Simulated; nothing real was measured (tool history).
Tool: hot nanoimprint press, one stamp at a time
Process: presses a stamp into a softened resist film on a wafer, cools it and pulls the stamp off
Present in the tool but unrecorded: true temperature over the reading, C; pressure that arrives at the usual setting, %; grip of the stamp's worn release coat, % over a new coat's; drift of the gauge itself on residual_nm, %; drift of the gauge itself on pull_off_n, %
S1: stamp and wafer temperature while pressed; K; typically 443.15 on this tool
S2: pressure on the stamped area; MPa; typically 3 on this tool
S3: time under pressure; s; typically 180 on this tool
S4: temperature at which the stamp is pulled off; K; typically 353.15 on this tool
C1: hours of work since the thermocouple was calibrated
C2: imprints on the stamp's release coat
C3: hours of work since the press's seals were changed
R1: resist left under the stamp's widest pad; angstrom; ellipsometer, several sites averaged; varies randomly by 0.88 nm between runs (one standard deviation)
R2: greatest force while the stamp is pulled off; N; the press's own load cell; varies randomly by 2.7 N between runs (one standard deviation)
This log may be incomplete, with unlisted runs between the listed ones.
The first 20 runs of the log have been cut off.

run,day,S1,S2,S3,S4,C1,C2,C3,R1,R2
21,19.117,435.15,2.85,201,345.15,133,165,899,1777,146
22,20.288,435.15,2.85,201,345.15,153,287,918,1771,149
23,20.833,443.15,3,292,355.15,162,344,927,1099,129
24,21.779,443.15,3,168,348.15,177,443,943,1369,148
25,22.375,443.15,3,168,348.15,187,505,953,1377,145
26,23.1,442.15,3.25,207,348.15,199,581,965,1267,155
27,23.888,443.15,3.48,180,350.15,212,664,978,1264,154
28,25.1,446.15,2.71,180,353.15,232,791,998,1245,146
29,25.692,446.15,2.71,180,353.15,242,852,1008,1253,148
30,26.8,446.15,2.71,180,353.15,261,968,1026,1248,156
31,28.012,446.15,2.71,180,353.15,281,1095,1046,1286,159

Consider 3 possible next runs. They are alternatives, not a sequence: every one starts from the tool as it was left by run 31. What does each give?
A,28.525,432.15,2.71,135,353.15,289,1149,1055,?,?
B,28.525,446.15,3.35,180,344.15,289,1149,1055,?,?
C,28.525,438.15,2.71,282,353.15,289,1149,1055,?,?

run,R1,R2
A,2246,154
B,1153,186
C,1432,155
With the hidden condition removed and each run's random variation left untouched, the same runs would have given:
run,R1,R2
A,2178,123
B,1098,149
C,1366,124

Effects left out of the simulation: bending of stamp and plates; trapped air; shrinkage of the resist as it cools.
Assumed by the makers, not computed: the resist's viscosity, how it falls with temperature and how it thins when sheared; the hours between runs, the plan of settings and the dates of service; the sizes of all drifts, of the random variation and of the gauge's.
